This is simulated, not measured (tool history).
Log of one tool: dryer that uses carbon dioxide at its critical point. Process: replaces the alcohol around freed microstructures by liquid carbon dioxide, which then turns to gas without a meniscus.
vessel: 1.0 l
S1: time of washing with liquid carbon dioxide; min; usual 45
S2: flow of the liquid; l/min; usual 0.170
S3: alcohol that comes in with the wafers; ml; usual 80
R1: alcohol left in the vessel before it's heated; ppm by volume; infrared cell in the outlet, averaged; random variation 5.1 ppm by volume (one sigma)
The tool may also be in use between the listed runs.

run,hour,S1,S2,S3,R1
1,0.0,45,0.170,80,118
2,16.4,45,0.170,97,152
3,30.2,45,0.170,97,161
4,46.7,45,0.141,80,408
5,76.0,45,0.141,80,397
6,90.1,45,0.141,80,389
7,108.9,45,0.170,80,150
8,124.4,45,0.170,80,143
9,148.7,45,0.170,80,146
10,163.1,45,0.170,80,155
11,185.2,45,0.170,88,182
12,212.9,45,0.170,88,179
13,231.1,45,0.170,88,172
14,254.7,45,0.170,88,186
15,285.1,30,0.170,88,1327
16,308.9,34,0.170,80,732
17,323.7,34,0.170,80,709
18,347.3,34,0.170,80,734
19,374.1,45,0.170,80,181
20,392.8,45,0.170,80,185
21,411.0,45,0.102,80,2096
22,432.8,45,0.102,80,2171
23,462.3,45,0.170,80,202
24,480.4,45,0.170,80,219
25,507.8,32,0.170,67,909
26,520.2,30,0.170,55,983
27,544.9,30,0.279,55,111
28,567.2,30,0.279,55,111
29,596.7,30,0.279,55,121
30,618.6,30,0.279,55,114
31,634.3,30,0.279,55,116
32,662.7,28,0.127,26,1709
# hour 670.7: inlet filter changed
33,687.5,28,0.127,26,1168
34,711.5,28,0.127,26,1168
35,724.4,28,0.257,101,206
36,748.8,31,0.142,78,1594
37,775.0,45,0.134,56,329
38,789.6,53,0.134,28,135
39,804.5,31,0.213,34,147
40,824.1,31,0.213,34,153
41,848.1,31,0.263,34,99
42,862.9,56,0.115,67,323
43,882.3,56,0.115,67,332
44,901.4,36,0.269,58,89
45,932.0,36,0.269,58,86
46,961.8,38,0.148,119,998

Run 47 comes next. What will it give?
47,992.6,38,0.148,119,?

Run 47 gave R1 987 ppm by volume.
Without the tool's hidden state the same run would have given R1 737 ppm by volume.
